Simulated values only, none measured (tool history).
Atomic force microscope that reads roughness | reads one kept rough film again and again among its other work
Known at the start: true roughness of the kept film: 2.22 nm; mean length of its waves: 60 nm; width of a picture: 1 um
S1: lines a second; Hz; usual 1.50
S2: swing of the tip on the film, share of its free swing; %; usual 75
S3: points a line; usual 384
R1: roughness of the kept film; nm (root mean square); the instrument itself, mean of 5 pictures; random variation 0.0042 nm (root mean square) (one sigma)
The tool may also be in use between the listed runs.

run	hour	S1	S2	S3	R1
1	0.0	1.50	75	384	1.925
2	10.2	1.50	75	384	1.915
3	17.1	1.50	75	384	1.914
4	28.6	1.50	75	384	1.915
5	36.9	1.50	75	384	1.904
6	44.8	1.50	64	384	2.011
7	55.4	1.50	64	384	2.004
8	65.0	1.50	75	384	1.908
9	77.0	1.50	75	384	1.896
10	88.5	1.50	80	384	1.831
11	95.4	1.50	75	340	1.885
# hour 97.6: height scale calibrated on a step standard
12	109.6	1.50	75	340	1.882
13	117.3	1.50	75	340	1.888
14	125.3	1.30	75	291	1.904
# hour 131.0: new tip fitted
# hour 133.2: height scale calibrated on a step standard, once more
15	134.6	1.47	57	398	2.078
16	140.6	1.50	85	712	1.809
17	148.4	1.50	57	712	2.080
18	157.1	1.50	57	921	2.073
19	168.9	1.50	57	921	2.072
20	175.0	1.50	57	921	2.059
21	182.4	1.94	57	966	2.045
22	196.4	0.54	60	365	2.103
23	204.6	3.25	90	806	1.398
24	215.1	0.65	75	406	2.039
25	225.1	0.65	75	406	2.034

Forecast each of these 5 alternatives for the next run:
A	233.5	1.84	87	665	?
B	233.5	1.50	75	294	?
C	233.5	1.88	81	309	?
D	233.5	3.98	60	339	?
E	233.5	1.19	59	493	?

run	R1
A	1.684
B	1.904
C	1.760
D	1.887
E	2.049
Without the tool's hidden state the same runs would have given:
run	R1
A	1.710
B	1.933
C	1.787
D	1.916
E	2.081
